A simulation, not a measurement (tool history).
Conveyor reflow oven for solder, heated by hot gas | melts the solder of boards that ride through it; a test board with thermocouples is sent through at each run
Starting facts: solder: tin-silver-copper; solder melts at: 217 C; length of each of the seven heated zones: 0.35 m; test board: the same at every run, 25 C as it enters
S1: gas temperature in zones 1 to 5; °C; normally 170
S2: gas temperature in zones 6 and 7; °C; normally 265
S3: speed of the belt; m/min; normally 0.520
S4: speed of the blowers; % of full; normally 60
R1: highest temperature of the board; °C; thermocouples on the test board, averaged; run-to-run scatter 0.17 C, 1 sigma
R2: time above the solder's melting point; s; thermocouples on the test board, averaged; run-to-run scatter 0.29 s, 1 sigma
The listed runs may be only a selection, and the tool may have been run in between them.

run   hour   S1   S2     S3  S4     R1    R2
  1    0.0  170  265  0.520  60  249.5  56.7
  2   10.1  170  265  0.520  60  249.4  56.9
  3   19.3  170  265  0.520  60  249.5  56.8
  4   25.4  170  265  0.520  60  249.6  57.1
  5   31.9  170  265  0.520  60  249.3  57.2
  6   42.8  170  265  0.520  60  249.5  57.1
  7   53.7  177  265  0.520  60  251.0  61.0
  8   60.7  170  265  0.520  60  249.7  56.7
  9   65.6  170  265  0.520  60  249.7  57.1
 10   70.7  170  265  0.520  60  249.4  56.9
 11   75.5  170  265  0.520  60  249.1  56.8
 12   84.5  170  265  0.516  60  249.4  57.5
 13   93.4  170  265  0.516  60  249.7  57.4
 14  103.3  170  265  0.516  60  249.8  57.5
 15  113.3  170  265  0.520  60  249.5  56.8
 16  123.9  170  265  0.520  60  249.9  57.1
 17  131.2  182  265  0.432  90  259.3  85.5
 18  136.0  172  273  0.520  72  259.1  65.0
 19  143.9  172  273  0.520  72  259.3  65.4
 20  151.5  172  273  0.520  72  259.4  65.2
 21  161.0  172  273  0.520  72  259.5  64.9
 22  171.5  170  265  0.520  60  249.4  57.2
 23  181.4  170  265  0.520  60  249.9  56.6
 24  186.6  165  265  0.552  69  248.5  50.8
 25  194.7  170  266  0.520  60  250.2  57.6
 26  201.5  170  266  0.520  60  250.1  57.5
 27  209.7  170  273  0.561  60  253.9  55.1
 28  219.7  170  273  0.561  60  253.8  54.8
 29  228.3  160  274  0.588  54  248.6  45.5
 30  236.9  160  274  0.588  54  248.6  44.8

Branching from run 30: 5 alternative next runs. What would each branch give?
  A  242.7  170  269  0.520  60   ?   ?
  B  242.7  170  265  0.520  60   ?   ?
  C  242.7  165  265  0.471  54   ?   ?
  D  242.7  160  254  0.503  69   ?   ?
  E  242.7  160  273  0.588  54   ?   ?

run     R1    R2
  A  252.9  59.4
  B  249.2  57.0
  C  250.5  62.0
  D  240.3  48.3
  E  247.4  44.1
Without the tool's hidden state the same runs would have given:
run     R1    R2
  A  252.4  59.0
  B  248.7  56.5
  C  249.9  61.4
  D  239.8  47.9
  E  247.1  43.8
